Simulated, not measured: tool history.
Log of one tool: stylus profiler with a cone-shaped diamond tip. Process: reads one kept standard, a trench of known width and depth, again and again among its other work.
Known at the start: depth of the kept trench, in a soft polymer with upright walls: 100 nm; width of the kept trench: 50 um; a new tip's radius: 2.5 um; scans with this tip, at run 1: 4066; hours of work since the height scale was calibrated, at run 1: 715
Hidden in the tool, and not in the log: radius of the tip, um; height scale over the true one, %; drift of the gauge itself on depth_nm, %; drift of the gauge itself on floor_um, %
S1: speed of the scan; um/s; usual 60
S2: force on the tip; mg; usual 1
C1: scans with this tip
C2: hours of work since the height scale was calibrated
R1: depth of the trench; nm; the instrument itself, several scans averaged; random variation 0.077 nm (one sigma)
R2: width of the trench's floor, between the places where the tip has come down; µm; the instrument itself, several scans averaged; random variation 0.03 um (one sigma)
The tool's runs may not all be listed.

| run | hour | S1 | S2 | C1 | C2 | R1 | R2 |
|---|---|---|---|---|---|---|---|
| 1 | 0 | 60 | 1 | 4066 | 715 | 100.36 | 48.27 |
| 2 | 26.1 | 60 | 1 | 4182 | 736 | 100.56 | 48.21 |
| 3 | 49.5 | 60 | 1 | 4287 | 754 | 100.46 | 48.23 |
| 4 | 80.9 | 17 | 1 | 4428 | 779 | 100.55 | 48.32 |
| 5 | 110 | 17 | 1 | 4558 | 802 | 100.42 | 48.37 |
| 6 | 140.5 | 17 | 1 | 4694 | 826 | 100.52 | 48.29 |
| 7 | 169.8 | 60 | 2.58 | 4825 | 849 | 101.13 | 48.31 |
| 8 | 198.8 | 60 | 2.58 | 4955 | 872 | 101.09 | 48.27 |
| 9 | 219.7 | 60 | 1 | 5048 | 888 | 100.44 | 48.23 |
| 10 | 258.9 | 60 | 1 | 5224 | 919 | 100.53 | 48.13 |
|  | 262.6 | height scale calibrated on a step standard |
| 11 | 292.8 | 60 | 1 | 5373 | 24 | 100.22 | 48.19 |
| 12 | 331.8 | 60 | 1 | 5548 | 55 | 100.19 | 48.14 |
| 13 | 349.7 | 60 | 1 | 5628 | 69 | 100.28 | 48.17 |
| 14 | 379.5 | 60 | 1 | 5761 | 92 | 100.38 | 48.18 |
| 15 | 409.8 | 114 | 0.37 | 5896 | 116 | 99.74 | 47.84 |
|  | 440.1 | height scale calibrated on a step standard, once more |
| 16 | 443.7 | 60 | 0.38 | 6046 | 3 | 100.27 | 48.13 |
| 17 | 463.7 | 60 | 0.38 | 6135 | 19 | 100.52 | 48.03 |
| 18 | 492.8 | 47 | 0.82 | 6266 | 41 | 100.65 | 48.13 |
| 19 | 526.3 | 101 | 1.13 | 6416 | 68 | 100.74 | 48.09 |
| 20 | 543.4 | 169 | 0.38 | 6492 | 81 | 100.31 | 47.53 |
| 21 | 575.4 | 15 | 0.71 | 6635 | 107 | 100.7 | 48.27 |
| 22 | 603 | 66 | 2.32 | 6759 | 128 | 101.32 | 48.15 |

The next listed run, before its measurement:
| 23 | 639.7 | 18 | 0.95 | 6923 | 157 | ? | ? |

R1: 100.78 nm
R2: 48.24 µm
Without the tool's hidden state the same run would have given R1 100.83 nm, R2 48.57 µm.
